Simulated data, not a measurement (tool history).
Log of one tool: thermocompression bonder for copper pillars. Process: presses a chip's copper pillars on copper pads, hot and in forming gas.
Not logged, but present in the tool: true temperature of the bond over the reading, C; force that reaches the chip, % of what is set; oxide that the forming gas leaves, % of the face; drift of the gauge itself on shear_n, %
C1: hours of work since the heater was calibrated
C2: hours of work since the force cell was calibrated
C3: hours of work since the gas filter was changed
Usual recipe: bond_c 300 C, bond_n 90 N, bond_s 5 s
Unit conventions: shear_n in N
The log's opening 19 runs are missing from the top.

Run 20, day 11.688: usual settings; C1 918; C2 487; C3 129. Result: shear_n 34.3 N.
Run 21, day 12.221: usual settings but bond_n 75 N; C1 925; C2 494; C3 137. Result: shear_n 27.5 N.
Run 22, day 12.771: usual settings but bond_n 69 N, bond_s 3 s; C1 933; C2 502; C3 144. Result: shear_n 20.6 N.
Run 23, day 13.171: usual settings but bond_c 271 C, bond_n 73 N, bond_s 12 s; C1 938; C2 507; C3 150. Result: shear_n 27.4 N.
Run 24, day 13.908: usual settings but bond_c 282 C, bond_n 124 N, bond_s 4 s; C1 948; C2 518; C3 160. Result: shear_n 33.7 N.
Run 25, day 14.254: usual settings but bond_c 282 C, bond_n 124 N, bond_s 4 s; C1 953; C2 522; C3 165. Result: shear_n 33.7 N.
Run 26, day 14.925: usual settings but bond_c 282 C, bond_n 124 N, bond_s 4 s; C1 963; C2 532; C3 174. Result: shear_n 34.3 N.
Run 27, day 15.517: usual settings but bond_c 298 C, bond_n 58 N, bond_s 12 s; C1 971; C2 540; C3 183. Result: shear_n 29.3 N.
Run 28, day 16.179: usual settings but bond_c 279 C, bond_n 95 N; C1 980; C2 549; C3 192. Result: shear_n 26.6 N.
Run 29, day 16.896: usual settings but bond_c 290 C, bond_n 117 N; C1 990; C2 559; C3 202. Result: shear_n 38.1 N.
Run 30, day 17.625: usual settings but bond_c 325 C, bond_n 83 N, bond_s 4 s; C1 1000; C2 569; C3 212. Result: shear_n 36.9 N.
Run 31, day 18.196: usual settings but bond_c 314 C, bond_n 104 N, bond_s 4 s; C1 1008; C2 577; C3 220. Result: shear_n 39.6 N.
Run 32, day 18.571: usual settings but bond_c 281 C, bond_n 113 N, bond_s 4 s; C1 1013; C2 582; C3 225. Result: shear_n 28.6 N.
Run 33, day 19.242: usual settings but bond_n 112 N, bond_s 4 s; C1 1023; C2 592; C3 234. Result: shear_n 36.2 N.
Run 34, day 19.712: usual settings but bond_n 78 N, bond_s 3 s; C1 1029; C2 598; C3 241. Result: shear_n 22 N.
Run 35, day 20.262: usual settings but bond_n 78 N, bond_s 3 s; C1 1037; C2 606; C3 249. Result: shear_n 22.4 N.
Run 36, day 20.612: usual settings but bond_c 330 C, bond_n 55 N; C1 1042; C2 611; C3 253. Result: shear_n 27.8 N.
Run 37, day 21.071: usual settings but bond_c 330 C, bond_n 55 N; C1 1048; C2 617; C3 260. Result: shear_n 27.5 N.
Run 38, day 21.788: usual settings but bond_c 330 C, bond_n 55 N; C1 1058; C2 627; C3 270. Result: shear_n 26.7 N.
At day 22.467: heater calibrated with a thermocouple chip.
Run 39, day 22.612: usual settings but bond_c 302 C, bond_n 73 N; C1 2; C2 637; C3 280. Result: shear_n 28.9 N.

Here are 4 independent what-if runs from the current tool condition. What would each one return?
Run A, day 23.054: usual settings but bond_n 59 N, bond_s 11 s; C1 8; C2 644; C3 286. Result: shear_n ?.
Run B, day 23.054: usual settings but bond_s 7 s; C1 8; C2 644; C3 286. Result: shear_n ?.
Run C, day 23.054: usual settings but bond_c 326 C, bond_n 73 N, bond_s 8 s; C1 8; C2 644; C3 286. Result: shear_n ?.
Run D, day 23.054: usual settings but bond_c 284 C, bond_n 96 N; C1 8; C2 644; C3 286. Result: shear_n ?.

run  shear_n
  A     30.3
  B     38.4
  C     43.6
  D     29.4
Without the tool's unlogged condition, the same runs would have read:
run  shear_n
  A     34.7
  B     43.8
  C     49.8
  D     33.7
